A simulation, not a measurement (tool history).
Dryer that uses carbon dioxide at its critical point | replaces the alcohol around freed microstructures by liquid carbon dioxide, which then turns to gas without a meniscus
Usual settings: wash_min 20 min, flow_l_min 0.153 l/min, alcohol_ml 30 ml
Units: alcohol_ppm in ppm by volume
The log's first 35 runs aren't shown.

| run | hour | wash_min | flow_l_min | alcohol_ml | alcohol_ppm |
|---|---|---|---|---|---|
| 36 | 863.9 | 29 | 0.117 | 42 | 279 |
| 37 | 890.4 | 29 | 0.117 | 42 | 288 |
| 38 | 916.9 | 29 | 0.117 | 42 | 305 |
| 39 | 932.5 | 26 | 0.163 | 30 | 129 |
| 40 | 948.3 | 26 | 0.163 | 30 | 130 |
| 41 | 973.8 | 26 | 0.163 | 30 | 131 |
| 42 | 1007.5 | 20 | 0.107 | 25 | 1294 |
| 43 | 1024.4 | 15 | 0.153 | 47 | 1642 |
| 44 | 1047.3 | 31 | 0.141 | 47 | 160 |
| 45 | 1080.5 | 31 | 0.141 | 47 | 154 |
| 46 | 1105.1 | 31 | 0.141 | 47 | 164 |
|  | 1131.6 | inlet filter changed |
| 47 | 1134.0 | 20 | 0.153 | 27 | 293 |
| 48 | 1153.4 | 15 | 0.104 | 31 | 3752 |

3 ways to go on from here, each from the tool as it stands after run 48. What would each give?
| A | 1188.4 | 15 | 0.104 | 79 | ? |
| B | 1188.4 | 14 | 0.177 | 31 | ? |
| C | 1188.4 | 30 | 0.104 | 23 | ? |

| run | alcohol_ppm |
|---|---|
| A | 9658 |
| B | 714 |
| C | 288 |
Without the tool's hidden state the same runs would have given:
| run | alcohol_ppm |
|---|---|
| A | 9186 |
| B | 555 |
| C | 153 |
